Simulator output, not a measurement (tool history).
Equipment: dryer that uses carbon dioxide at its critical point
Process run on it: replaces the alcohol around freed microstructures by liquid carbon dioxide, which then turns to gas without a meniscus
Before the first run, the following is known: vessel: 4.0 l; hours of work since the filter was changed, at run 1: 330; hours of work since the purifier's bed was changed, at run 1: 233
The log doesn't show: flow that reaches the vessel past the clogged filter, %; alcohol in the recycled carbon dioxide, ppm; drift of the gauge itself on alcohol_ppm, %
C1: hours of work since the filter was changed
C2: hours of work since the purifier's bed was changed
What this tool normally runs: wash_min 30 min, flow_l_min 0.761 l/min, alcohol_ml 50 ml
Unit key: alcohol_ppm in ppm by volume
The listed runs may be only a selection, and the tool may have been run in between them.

run 1 hour=0.0 | wash_min=30 flow_l_min=0.761 alcohol_ml=50 | C1=330 C2=233 | alcohol_ppm=210
run 2 hour=21.9 | wash_min=30 flow_l_min=0.761 alcohol_ml=66 | C1=337 C2=241 | alcohol_ppm=258
run 3 hour=63.7 | wash_min=30 flow_l_min=0.761 alcohol_ml=20 | C1=352 C2=255 | alcohol_ppm=162
run 4 hour=115.5 | wash_min=30 flow_l_min=0.761 alcohol_ml=20 | C1=369 C2=272 | alcohol_ppm=149
run 5 hour=139.9 | wash_min=30 flow_l_min=0.761 alcohol_ml=20 | C1=378 C2=281 | alcohol_ppm=165
run 6 hour=178.0 | wash_min=28 flow_l_min=0.761 alcohol_ml=20 | C1=391 C2=294 | alcohol_ppm=179
run 7 hour=224.0 | wash_min=28 flow_l_min=0.761 alcohol_ml=20 | C1=406 C2=309 | alcohol_ppm=191
run 8 hour=254.6 | wash_min=42 flow_l_min=0.761 alcohol_ml=50 | C1=417 C2=320 | alcohol_ppm=158
run 9 hour=286.0 | wash_min=42 flow_l_min=0.761 alcohol_ml=50 | C1=427 C2=330 | alcohol_ppm=139
run 10 hour=319.0 | wash_min=42 flow_l_min=0.761 alcohol_ml=50 | C1=438 C2=342 | alcohol_ppm=147
run 11 hour=367.5 | wash_min=36 flow_l_min=0.574 alcohol_ml=40 | C1=455 C2=358 | alcohol_ppm=326
run 12 hour=393.8 | wash_min=36 flow_l_min=0.574 alcohol_ml=40 | C1=464 C2=367 | alcohol_ppm=339
run 13 hour=445.9 | wash_min=41 flow_l_min=0.833 alcohol_ml=40 | C1=482 C2=385 | alcohol_ppm=164
run 14 hour=480.5 | wash_min=36 flow_l_min=0.761 alcohol_ml=24 | C1=493 C2=396 | alcohol_ppm=180
run 15 hour=523.8 | wash_min=30 flow_l_min=0.761 alcohol_ml=79 | C1=508 C2=411 | alcohol_ppm=388
run 16 hour=576.6 | wash_min=41 flow_l_min=1.060 alcohol_ml=116 | C1=526 C2=429 | alcohol_ppm=180

What if the next run were any one of these 4? Each begins from the tool's condition after run 16:
run A hour=609.0 | wash_min=30 flow_l_min=0.761 alcohol_ml=31 | C1=537 C2=440 | alcohol_ppm=?
run B hour=609.0 | wash_min=24 flow_l_min=0.888 alcohol_ml=54 | C1=537 C2=440 | alcohol_ppm=?
run C hour=609.0 | wash_min=30 flow_l_min=1.054 alcohol_ml=50 | C1=537 C2=440 | alcohol_ppm=?
run D hour=609.0 | wash_min=29 flow_l_min=0.508 alcohol_ml=20 | C1=537 C2=440 | alcohol_ppm=?

run=A alcohol_ppm=259
run=B alcohol_ppm=384
run=C alcohol_ppm=196
run=D alcohol_ppm=502
Without the tool's hidden state the same runs would have given:
run=A alcohol_ppm=49
run=B alcohol_ppm=123
run=C alcohol_ppm=15
run=D alcohol_ppm=226
